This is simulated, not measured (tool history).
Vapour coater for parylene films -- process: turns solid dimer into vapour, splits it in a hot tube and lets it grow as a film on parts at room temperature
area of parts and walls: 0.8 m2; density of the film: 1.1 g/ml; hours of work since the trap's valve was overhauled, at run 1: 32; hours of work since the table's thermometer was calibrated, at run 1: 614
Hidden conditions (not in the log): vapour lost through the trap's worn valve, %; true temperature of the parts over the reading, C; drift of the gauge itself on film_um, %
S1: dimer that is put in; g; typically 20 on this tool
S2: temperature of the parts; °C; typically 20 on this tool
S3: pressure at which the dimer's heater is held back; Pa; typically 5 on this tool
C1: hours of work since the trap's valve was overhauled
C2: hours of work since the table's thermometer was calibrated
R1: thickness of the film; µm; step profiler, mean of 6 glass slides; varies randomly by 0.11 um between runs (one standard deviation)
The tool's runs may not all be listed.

{"run": 1, "hour": 0.0, "S1": 20, "S2": 20, "S3": 5, "C1": 32, "C2": 614, "R1": 13.77}
{"run": 2, "hour": 30.1, "S1": 20, "S2": 25, "S3": 5, "C1": 53, "C2": 634, "R1": 11.64}
{"run": 3, "hour": 57.4, "S1": 20, "S2": 25, "S3": 5, "C1": 71, "C2": 653, "R1": 11.56}
{"run": 4, "hour": 78.6, "S1": 10, "S2": 20, "S3": 5, "C1": 86, "C2": 667, "R1": 6.73}
{"run": 5, "hour": 106.9, "S1": 20, "S2": 20, "S3": 5, "C1": 105, "C2": 687, "R1": 13.4}
{"run": 6, "hour": 122.3, "S1": 29, "S2": 20, "S3": 5, "C1": 116, "C2": 697, "R1": 19.51}
{"run": 7, "hour": 151.2, "S1": 29, "S2": 20, "S3": 5, "C1": 136, "C2": 717, "R1": 19.4}
{"run": 8, "hour": 181.7, "S1": 29, "S2": 20, "S3": 5, "C1": 156, "C2": 738, "R1": 19.2}
{"run": 9, "hour": 207.8, "S1": 8, "S2": 20, "S3": 5, "C1": 174, "C2": 756, "R1": 5.24}
{"hour": 215.1, "done": "trap's valve overhauled"}
{"run": 10, "hour": 239.0, "S1": 8, "S2": 20, "S3": 5, "C1": 16, "C2": 774, "R1": 5.06}
{"run": 11, "hour": 253.3, "S1": 8, "S2": 20, "S3": 5, "C1": 26, "C2": 784, "R1": 5.13}
{"run": 12, "hour": 271.2, "S1": 8, "S2": 29, "S3": 5, "C1": 38, "C2": 796, "R1": 3.82}
{"run": 13, "hour": 299.2, "S1": 8, "S2": 29, "S3": 5, "C1": 58, "C2": 815, "R1": 3.78}
{"run": 14, "hour": 319.7, "S1": 8, "S2": 29, "S3": 5, "C1": 72, "C2": 829, "R1": 3.77}
{"run": 15, "hour": 354.1, "S1": 20, "S2": 20, "S3": 2.09, "C1": 95, "C2": 853, "R1": 15.13}
{"hour": 375.9, "done": "trap's valve overhauled, once more"}
{"run": 16, "hour": 380.3, "S1": 20, "S2": 20, "S3": 2.09, "C1": 3, "C2": 868, "R1": 16.82}
{"run": 17, "hour": 396.0, "S1": 20, "S2": 23, "S3": 5, "C1": 14, "C2": 879, "R1": 12.53}
{"run": 18, "hour": 429.9, "S1": 20, "S2": 15, "S3": 11.2, "C1": 37, "C2": 902, "R1": 13.37}
{"run": 19, "hour": 450.1, "S1": 20, "S2": 15, "S3": 11.2, "C1": 51, "C2": 916, "R1": 13.26}
{"run": 20, "hour": 482.7, "S1": 20, "S2": 15, "S3": 11.2, "C1": 73, "C2": 938, "R1": 13.26}
{"run": 21, "hour": 512.9, "S1": 16, "S2": 12, "S3": 9.06, "C1": 94, "C2": 959, "R1": 12.09}
{"run": 22, "hour": 534.4, "S1": 16, "S2": 12, "S3": 9.06, "C1": 108, "C2": 974, "R1": 11.96}
{"run": 23, "hour": 557.5, "S1": 12, "S2": 18, "S3": 8.95, "C1": 124, "C2": 989, "R1": 7.49}
{"run": 24, "hour": 580.3, "S1": 20, "S2": 20, "S3": 2.92, "C1": 140, "C2": 1005, "R1": 15.13}
{"run": 25, "hour": 596.2, "S1": 20, "S2": 20, "S3": 9.02, "C1": 151, "C2": 1016, "R1": 11.59}
{"run": 26, "hour": 628.4, "S1": 20, "S2": 21, "S3": 7.36, "C1": 173, "C2": 1038, "R1": 11.82}
{"run": 27, "hour": 652.8, "S1": 20, "S2": 25, "S3": 9.31, "C1": 189, "C2": 1054, "R1": 9.89}
{"run": 28, "hour": 672.5, "S1": 27, "S2": 20, "S3": 6.66, "C1": 203, "C2": 1068, "R1": 16.57}
{"hour": 683.3, "done": "trap's valve overhauled"}
{"run": 29, "hour": 702.0, "S1": 27, "S2": 20, "S3": 6.66, "C1": 13, "C2": 1085, "R1": 17.45}
{"run": 30, "hour": 736.8, "S1": 31, "S2": 24, "S3": 5.46, "C1": 37, "C2": 1109, "R1": 18.31}
{"run": 31, "hour": 753.6, "S1": 21, "S2": 16, "S3": 5, "C1": 48, "C2": 1121, "R1": 16.26}
{"run": 32, "hour": 776.7, "S1": 10, "S2": 19, "S3": 7.61, "C1": 64, "C2": 1137, "R1": 6.36}
{"run": 33, "hour": 798.9, "S1": 31, "S2": 26, "S3": 6.05, "C1": 79, "C2": 1152, "R1": 16.56}
{"run": 34, "hour": 831.0, "S1": 9, "S2": 13, "S3": 5.96, "C1": 101, "C2": 1174, "R1": 7.25}

3 options for the next run, each taken on its own from the tool as it stands now. Forecast them:
{"run": "A", "hour": 856.7, "S1": 9, "S2": 29, "S3": 3.56, "C1": 119, "C2": 1191, "R1": "?"}
{"run": "B", "hour": 856.7, "S1": 9, "S2": 13, "S3": 6.9, "C1": 119, "C2": 1191, "R1": "?"}
{"run": "C", "hour": 856.7, "S1": 20, "S2": 19, "S3": 7.36, "C1": 119, "C2": 1191, "R1": "?"}

run=A R1=4.87
run=B R1=6.96
run=C R1=12.55
Stripped of hidden state, with their random variation kept, the same runs would have yielded:
run=A R1=5.14
run=B R1=7.34
run=C R1=13.23
